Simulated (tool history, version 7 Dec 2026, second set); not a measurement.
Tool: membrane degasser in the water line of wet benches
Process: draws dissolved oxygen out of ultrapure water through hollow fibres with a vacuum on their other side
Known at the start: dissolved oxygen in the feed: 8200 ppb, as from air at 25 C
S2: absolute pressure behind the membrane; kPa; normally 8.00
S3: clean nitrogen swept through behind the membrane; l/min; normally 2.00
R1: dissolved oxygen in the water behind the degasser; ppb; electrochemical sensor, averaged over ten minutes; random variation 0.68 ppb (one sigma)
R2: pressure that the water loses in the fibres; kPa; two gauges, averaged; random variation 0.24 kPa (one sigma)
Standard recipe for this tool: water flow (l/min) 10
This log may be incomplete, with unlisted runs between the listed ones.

Run 1, hour 0.0: usual settings. Result: R1 61.5 ppb, R2 61.48 kPa.
Run 2, hour 249.8: usual settings. Result: R1 62.1 ppb, R2 61.36 kPa.
Run 3, hour 529.1: usual settings. Result: R1 60.4 ppb, R2 61.49 kPa.
Run 4, hour 852.2: usual settings but S2 13.82 kPa. Result: R1 130.6 ppb, R2 61.20 kPa.
At hour 1179.7: vacuum gauge calibrated.
Run 5, hour 1198.6: usual settings but S2 13.82 kPa. Result: R1 133.5 ppb, R2 60.87 kPa.
Run 6, hour 1436.0: usual settings but S2 13.82 kPa. Result: R1 132.5 ppb, R2 60.92 kPa.
Run 7, hour 1761.7: usual settings but S3 1.17 l/min. Result: R1 100.1 ppb, R2 61.08 kPa.
Run 8, hour 2117.9: usual settings but S3 1.17 l/min. Result: R1 99.6 ppb, R2 60.93 kPa.
Run 9, hour 2472.1: usual settings but S3 1.17 l/min. Result: R1 98.3 ppb, R2 60.49 kPa.
Run 10, hour 2751.3: usual settings but water flow (l/min) 8, S2 8.06 kPa, S3 4.90 l/min. Result: R1 20.9 ppb, R2 48.38 kPa.
Run 11, hour 3037.8: usual settings but water flow (l/min) 7, S2 8.14 kPa. Result: R1 43.2 ppb, R2 42.49 kPa.
Run 12, hour 3368.2: usual settings but water flow (l/min) 7, S2 8.14 kPa. Result: R1 43.1 ppb, R2 42.02 kPa.
Run 13, hour 3713.0: usual settings but water flow (l/min) 7, S2 8.14 kPa. Result: R1 42.7 ppb, R2 42.02 kPa.
Run 14, hour 3926.2: usual settings but S2 5.02 kPa. Result: R1 25.0 ppb, R2 59.74 kPa.

For run 15, what comes out?
At hour 4039.3: gauge calibrated.
Run 15, hour 4212.7: usual settings but S2 5.02 kPa. Result: R1 ?, R2 ?.

R1: 24.8 ppb
R2: 61.49 kPa
On a tool with no hidden condition, and with the same random variation, this run would have come out at R1 24.8 ppb, R2 61.51 kPa.
